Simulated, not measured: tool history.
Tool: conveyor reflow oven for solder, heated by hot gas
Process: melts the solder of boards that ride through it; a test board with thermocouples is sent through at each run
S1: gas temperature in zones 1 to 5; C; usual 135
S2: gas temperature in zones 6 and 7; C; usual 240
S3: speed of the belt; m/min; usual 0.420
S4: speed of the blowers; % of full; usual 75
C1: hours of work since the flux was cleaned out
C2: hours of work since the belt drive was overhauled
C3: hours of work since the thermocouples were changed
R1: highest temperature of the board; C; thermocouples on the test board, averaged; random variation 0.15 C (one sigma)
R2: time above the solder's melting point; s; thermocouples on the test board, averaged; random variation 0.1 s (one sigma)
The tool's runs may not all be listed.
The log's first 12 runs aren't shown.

{"run": 13, "hour": 103.1, "S1": 135, "S2": 240, "S3": 0.42, "S4": 75, "C1": 138, "C2": 210, "C3": 368, "R1": 222.1, "R2": 66.8}
{"run": 14, "hour": 108.3, "S1": 135, "S2": 240, "S3": 0.42, "S4": 75, "C1": 140, "C2": 213, "C3": 371, "R1": 221.6, "R2": 67.0}
{"run": 15, "hour": 119.1, "S1": 135, "S2": 240, "S3": 0.42, "S4": 75, "C1": 146, "C2": 219, "C3": 377, "R1": 221.7, "R2": 66.8}
{"run": 16, "hour": 124.7, "S1": 135, "S2": 240, "S3": 0.42, "S4": 75, "C1": 149, "C2": 222, "C3": 380, "R1": 221.5, "R2": 66.8}
{"run": 17, "hour": 135.8, "S1": 135, "S2": 240, "S3": 0.42, "S4": 75, "C1": 155, "C2": 228, "C3": 385, "R1": 221.3, "R2": 66.8}
{"run": 18, "hour": 143.8, "S1": 145, "S2": 240, "S3": 0.44, "S4": 75, "C1": 160, "C2": 232, "C3": 390, "R1": 221.8, "R2": 67.4}
{"run": 19, "hour": 153.0, "S1": 145, "S2": 237, "S3": 0.484, "S4": 67, "C1": 164, "C2": 237, "C3": 395, "R1": 213.4, "R2": 54.3}
{"run": 20, "hour": 159.2, "S1": 135, "S2": 236, "S3": 0.433, "S4": 79, "C1": 168, "C2": 240, "C3": 398, "R1": 218.4, "R2": 62.3}
{"run": 21, "hour": 165.0, "S1": 134, "S2": 239, "S3": 0.418, "S4": 79, "C1": 171, "C2": 243, "C3": 401, "R1": 221.8, "R2": 67.1}
{"hour": 176.3, "done": "flux residue cleaned out of gas plates and filters"}
{"run": 22, "hour": 178.0, "S1": 134, "S2": 239, "S3": 0.418, "S4": 79, "C1": 1, "C2": 248, "C3": 405, "R1": 222.6, "R2": 68.0}
{"run": 23, "hour": 186.4, "S1": 120, "S2": 229, "S3": 0.42, "S4": 75, "C1": 5, "C2": 252, "C3": 410, "R1": 210.2, "R2": 52.2}
{"run": 24, "hour": 196.3, "S1": 120, "S2": 229, "S3": 0.42, "S4": 75, "C1": 11, "C2": 258, "C3": 415, "R1": 210.5, "R2": 52.2}
{"run": 25, "hour": 205.5, "S1": 120, "S2": 229, "S3": 0.42, "S4": 75, "C1": 16, "C2": 263, "C3": 420, "R1": 210.4, "R2": 52.2}
{"run": 26, "hour": 211.6, "S1": 124, "S2": 252, "S3": 0.477, "S4": 55, "C1": 19, "C2": 266, "C3": 423, "R1": 215.7, "R2": 49.3}
{"run": 27, "hour": 222.0, "S1": 124, "S2": 252, "S3": 0.477, "S4": 51, "C1": 25, "C2": 271, "C3": 429, "R1": 212.8, "R2": 46.5}
{"run": 28, "hour": 233.4, "S1": 124, "S2": 252, "S3": 0.477, "S4": 51, "C1": 31, "C2": 278, "C3": 435, "R1": 213.0, "R2": 46.5}
{"run": 29, "hour": 241.3, "S1": 147, "S2": 252, "S3": 0.355, "S4": 51, "C1": 35, "C2": 282, "C3": 439, "R1": 231.4, "R2": 92.4}
{"run": 30, "hour": 250.4, "S1": 135, "S2": 241, "S3": 0.42, "S4": 62, "C1": 40, "C2": 287, "C3": 444, "R1": 218.5, "R2": 63.8}
{"run": 31, "hour": 257.3, "S1": 138, "S2": 229, "S3": 0.42, "S4": 75, "C1": 43, "C2": 290, "C3": 448, "R1": 213.2, "R2": 61.2}

3 ways to go on from here, each from the tool as it stands after run 31. What would each give?
{"run": "A", "hour": 268.0, "S1": 138, "S2": 233, "S3": 0.42, "S4": 75, "C1": 49, "C2": 296, "C3": 454, "R1": "?", "R2": "?"}
{"run": "B", "hour": 268.0, "S1": 135, "S2": 240, "S3": 0.378, "S4": 75, "C1": 49, "C2": 296, "C3": 454, "R1": "?", "R2": "?"}
{"run": "C", "hour": 268.0, "S1": 144, "S2": 229, "S3": 0.42, "S4": 75, "C1": 49, "C2": 296, "C3": 454, "R1": "?", "R2": "?"}

run=A R1=216.4 R2=64.1
run=B R1=225.0 R2=78.1
run=C R1=214.2 R2=64.6
Without the tool's hidden state the same runs would have given:
run=A R1=218.1 R2=65.0
run=B R1=226.7 R2=78.7
run=C R1=215.8 R2=65.5
